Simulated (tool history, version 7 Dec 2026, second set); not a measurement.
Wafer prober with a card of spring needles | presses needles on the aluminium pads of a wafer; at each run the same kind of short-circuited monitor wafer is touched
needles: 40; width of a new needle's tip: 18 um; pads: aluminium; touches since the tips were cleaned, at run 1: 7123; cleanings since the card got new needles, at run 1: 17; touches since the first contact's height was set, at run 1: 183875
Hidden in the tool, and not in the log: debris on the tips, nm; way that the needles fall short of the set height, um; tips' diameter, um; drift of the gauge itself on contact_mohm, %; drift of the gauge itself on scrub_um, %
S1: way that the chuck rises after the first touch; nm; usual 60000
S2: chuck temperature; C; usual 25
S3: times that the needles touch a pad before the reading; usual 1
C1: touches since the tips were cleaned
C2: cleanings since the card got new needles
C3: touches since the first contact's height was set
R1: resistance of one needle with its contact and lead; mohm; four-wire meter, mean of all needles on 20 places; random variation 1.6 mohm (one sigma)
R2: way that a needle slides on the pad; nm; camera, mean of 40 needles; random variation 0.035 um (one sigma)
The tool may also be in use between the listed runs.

run 1 hour=0 | S1=60000 S2=25 S3=1 | C1=7123 C2=17 C3=183875 | R1=230 R2=7360
-- hour=4.5 tips cleaned on abrasive film
-- hour=22.4 tips cleaned on abrasive film
-- hour=36 height of the first contact set anew
-- hour=44.9 tips cleaned on abrasive film
-- hour=62.8 tips cleaned on abrasive film
run 2 hour=79.5 | S1=60000 S2=93 S3=1 | C1=8295 C2=21 C3=21430 | R1=234 R2=7610
-- hour=83.8 tips cleaned on abrasive film
-- hour=105.8 tips cleaned on abrasive film
-- hour=127.7 tips cleaned on abrasive film
-- hour=145.5 tips cleaned on abrasive film
-- hour=164 tips cleaned on abrasive film
run 3 hour=164 | S1=60000 S2=93 S3=1 | C1=0 C2=26 C3=62905 | R1=175 R2=7540
-- hour=186.1 tips cleaned on abrasive film
-- hour=208.4 tips cleaned on abrasive film
run 4 hour=209 | S1=60000 S2=93 S3=1 | C1=314 C2=28 C3=85040 | R1=186 R2=7600
-- hour=226.6 tips cleaned on abrasive film
-- hour=248.9 tips cleaned on abrasive film
run 5 hour=254.3 | S1=60000 S2=93 S3=1 | C1=2705 C2=30 C3=107306 | R1=219 R2=7490
-- hour=267.7 tips cleaned on abrasive film
-- hour=289.9 tips cleaned on abrasive film
-- hour=307.7 tips cleaned on abrasive film
run 6 hour=319.9 | S1=60000 S2=25 S3=1 | C1=6020 C2=33 C3=139549 | R1=235 R2=7490
-- hour=328.9 tips cleaned on abrasive film
-- hour=351.1 tips cleaned on abrasive film
-- hour=373.4 tips cleaned on abrasive film
-- hour=395.6 tips cleaned on abrasive film
run 7 hour=410.8 | S1=60000 S2=118 S3=1 | C1=7520 C2=37 C3=184257 | R1=241 R2=7440
-- hour=415.4 tips cleaned on abrasive film
-- hour=433.2 tips cleaned on abrasive film
-- hour=446.8 height of the first contact set anew
-- hour=455.8 tips cleaned on abrasive film
run 8 hour=466.6 | S1=60000 S2=118 S3=1 | C1=5339 C2=40 C3=9717 | R1=232 R2=7740
-- hour=475.6 tips cleaned on abrasive film
-- hour=497.7 tips cleaned on abrasive film
-- hour=518.8 tips cleaned on abrasive film
run 9 hour=518.8 | S1=65000 S2=25 S3=1 | C1=0 C2=43 C3=35340 | R1=162 R2=8280
-- hour=536.6 tips cleaned on abrasive film
-- hour=558.9 tips cleaned on abrasive film
-- hour=580.8 tips cleaned on abrasive film
run 10 hour=591.5 | S1=65000 S2=25 S3=1 | C1=5259 C2=46 C3=71102 | R1=219 R2=8200
-- hour=600.1 tips cleaned on abrasive film
-- hour=617.9 tips cleaned on abrasive film
-- hour=640.1 tips cleaned on abrasive film
-- hour=658 tips cleaned on abrasive film
run 11 hour=669.7 | S1=65000 S2=25 S3=1 | C1=5774 C2=50 C3=109517 | R1=222 R2=8200
-- hour=678.6 tips cleaned on abrasive film
-- hour=700.8 tips cleaned on abrasive film
-- hour=723 tips cleaned on abrasive film
run 12 hour=724 | S1=65000 S2=25 S3=1 | C1=490 C2=53 C3=136215 | R1=172 R2=8090
-- hour=741.4 tips cleaned on abrasive film
-- hour=759.2 tips cleaned on abrasive film
run 13 hour=771.6 | S1=65000 S2=25 S3=1 | C1=6121 C2=55 C3=159612 | R1=228 R2=8060
-- hour=780.6 tips cleaned on abrasive film
-- hour=802.8 tips cleaned on abrasive film
-- hour=825 tips cleaned on abrasive film
-- hour=842.9 tips cleaned on abrasive film
run 14 hour=849.7 | S1=60000 S2=25 S3=1 | C1=3401 C2=59 C3=198006 | R1=234 R2=7370
-- hour=858.9 height of the first contact set anew
-- hour=863.4 tips cleaned on abrasive film
-- hour=885.4 tips cleaned on abrasive film
run 15 hour=890.9 | S1=60000 S2=40 S3=1 | C1=2764 C2=61 C3=15724 | R1=215 R2=7660
-- hour=904.3 tips cleaned on abrasive film
-- hour=922.2 tips cleaned on abrasive film
-- hour=941.7 tips cleaned on abrasive film
run 16 hour=941.7 | S1=60000 S2=43 S3=1 | C1=0 C2=64 C3=40658 | R1=170 R2=7550
-- hour=963.8 tips cleaned on abrasive film
-- hour=981.6 tips cleaned on abrasive film
-- hour=1003.9 tips cleaned on abrasive film
run 17 hour=1011.4 | S1=60000 S2=116 S3=1 | C1=3709 C2=67 C3=74917 | R1=232 R2=7620
-- hour=1024.8 tips cleaned on abrasive film
-- hour=1047.1 tips cleaned on abrasive film
-- hour=1066.4 tips cleaned on abrasive film
run 18 hour=1066.4 | S1=48000 S2=25 S3=1 | C1=0 C2=70 C3=101918 | R1=164 R2=6020
-- hour=1084.2 tips cleaned on abrasive film
-- hour=1102 tips cleaned on abrasive film
-- hour=1124.3 tips cleaned on abrasive film
-- hour=1146.6 tips cleaned on abrasive film
run 19 hour=1157.2 | S1=53000 S2=25 S3=1 | C1=5230 C2=74 C3=146554 | R1=270 R2=6540
-- hour=1166.1 tips cleaned on abrasive film
-- hour=1188.4 tips cleaned on abrasive film
-- hour=1210.7 tips cleaned on abrasive film
run 20 hour=1220.8 | S1=43000 S2=101 S3=2 | C1=5016 C2=77 C3=177841 | R1=271 R2=5210
-- hour=1229.6 tips cleaned on abrasive film
-- hour=1247.5 tips cleaned on abrasive film
-- hour=1269 tips cleaned on abrasive film
-- hour=1269.3 height of the first contact set anew
run 21 hour=1280.8 | S1=43000 S2=67 S3=2 | C1=5694 C2=80 C3=5694 | R1=256 R2=5480
-- hour=1289.8 tips cleaned on abrasive film
-- hour=1307.6 tips cleaned on abrasive film
-- hour=1329.6 tips cleaned on abrasive film
run 22 hour=1329.6 | S1=56000 S2=34 S3=1 | C1=0 C2=83 C3=29657 | R1=167 R2=7100
-- hour=1351.4 tips cleaned on abrasive film
-- hour=1369.2 tips cleaned on abrasive film
-- hour=1387.1 tips cleaned on abrasive film
-- hour=1409.3 tips cleaned on abrasive film
-- hour=1427.2 tips cleaned on abrasive film
run 23 hour=1427.4 | S1=61000 S2=34 S3=2 | C1=127 C2=88 C3=77719 | R1=167 R2=7730
-- hour=1445.3 tips cleaned on abrasive film
-- hour=1467.5 tips cleaned on abrasive film
-- hour=1489.8 tips cleaned on abrasive film
-- hour=1512.1 tips cleaned on abrasive film
run 24 hour=1517.9 | S1=60000 S2=54 S3=1 | C1=2887 C2=92 C3=122206 | R1=242 R2=7540
-- hour=1531.2 tips cleaned on abrasive film
-- hour=1549 tips cleaned on abrasive film
-- hour=1571.3 tips cleaned on abrasive film
run 25 hour=1578.4 | S1=73000 S2=54 S3=3 | C1=3492 C2=95 C3=151917 | R1=184 R2=9120
-- hour=1591.8 tips cleaned on abrasive film
-- hour=1609.6 tips cleaned on abrasive film
-- hour=1631.5 tips cleaned on abrasive film
run 26 hour=1643.1 | S1=74000 S2=116 S3=1 | C1=5705 C2=98 C3=183717 | R1=229 R2=9160
-- hour=1652 tips cleaned on abrasive film
-- hour=1674.1 tips cleaned on abrasive film
-- hour=1678.8 height of the first contact set anew
-- hour=1696.2 tips cleaned on abrasive film
-- hour=1714 tips cleaned on abrasive film
run 27 hour=1727.6 | S1=44000 S2=40 S3=2 | C1=6719 C2=102 C3=24013 | R1=262 R2=5650

Forecast each of these 3 alternatives for the next run:
-- hour=1732.2 tips cleaned on abrasive film
-- hour=1754.4 tips cleaned on abrasive film
-- hour=1776.3 tips cleaned on abrasive film
-- hour=1798.6 tips cleaned on abrasive film
run A hour=1807.3 | S1=53000 S2=110 S3=2 | C1=4321 C2=106 C3=63182 | R1=? R2=?
-- hour=1732.2 tips cleaned on abrasive film
-- hour=1754.4 tips cleaned on abrasive film
-- hour=1776.3 tips cleaned on abrasive film
-- hour=1798.6 tips cleaned on abrasive film
run B hour=1807.3 | S1=65000 S2=105 S3=2 | C1=4321 C2=106 C3=63182 | R1=? R2=?
-- hour=1732.2 tips cleaned on abrasive film
-- hour=1754.4 tips cleaned on abrasive film
-- hour=1776.3 tips cleaned on abrasive film
-- hour=1798.6 tips cleaned on abrasive film
run C hour=1807.3 | S1=57000 S2=40 S3=2 | C1=4321 C2=106 C3=63182 | R1=? R2=?

run=A R1=236 R2=6650
run=B R1=211 R2=8300
run=C R1=219 R2=7180
Without the tool's hidden state the same runs would have given:
run=A R1=172 R2=6720
run=B R1=166 R2=8380
run=C R1=157 R2=7260
